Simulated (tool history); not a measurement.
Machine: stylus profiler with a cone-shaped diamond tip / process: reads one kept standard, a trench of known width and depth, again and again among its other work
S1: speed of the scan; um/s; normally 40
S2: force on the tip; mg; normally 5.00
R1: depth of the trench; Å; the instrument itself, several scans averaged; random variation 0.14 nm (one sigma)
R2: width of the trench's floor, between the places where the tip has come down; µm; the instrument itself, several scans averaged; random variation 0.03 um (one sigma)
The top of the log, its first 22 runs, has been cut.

run,hour,S1,S2,R1,R2
23,572.4,135,5.00,5104.7,25.48
24,596.8,135,5.00,5106.8,25.46
25,628.1,141,5.30,5108.3,25.45
26,646.9,10,1.90,5061.7,25.88
27,671.0,85,3.38,5085.5,25.54
28,703.9,85,3.38,5083.0,25.49
29,730.1,42,1.92,5062.4,25.61
30,757.5,21,6.66,5122.8,25.72
31,787.6,114,5.73,5116.5,25.36
32,815.9,12,3.22,5082.0,25.61
33,845.4,24,6.78,5129.5,25.53
34,880.5,100,5.13,5108.4,25.23
35,913.6,63,13.55,5196.5,25.47
36,931.4,63,13.55,5199.5,25.43
37,958.6,68,7.38,5137.6,25.36
38,980.8,12,3.15,5084.1,25.43
39,1008.4,119,3.75,5094.7,25.02
40,1023.5,59,4.00,5098.0,25.27
41,1050.5,69,4.36,5100.7,25.21
42,1082.8,40,13.87,5202.0,25.30
43,1117.4,73,14.87,5211.0,25.19
44,1144.3,73,14.87,5211.7,25.27
45,1168.1,23,9.49,5160.5,25.31
46,1183.1,23,9.49,5162.0,25.23

Forecast each of these 5 alternatives for the next run:
A,1217.6,26,9.49,?,?
B,1217.6,129,7.03,?,?
C,1217.6,40,6.23,?,?
D,1217.6,26,4.03,?,?
E,1217.6,106,4.95,?,?

run,R1,R2
A,5162.7,25.21
B,5135.8,24.89
C,5125.7,25.12
D,5100.8,25.20
E,5111.4,24.96
Without the tool's hidden state the same runs would have given:
run,R1,R2
A,5141.5,26.94
B,5114.7,26.62
C,5104.7,26.85
D,5079.9,26.93
E,5090.4,26.69
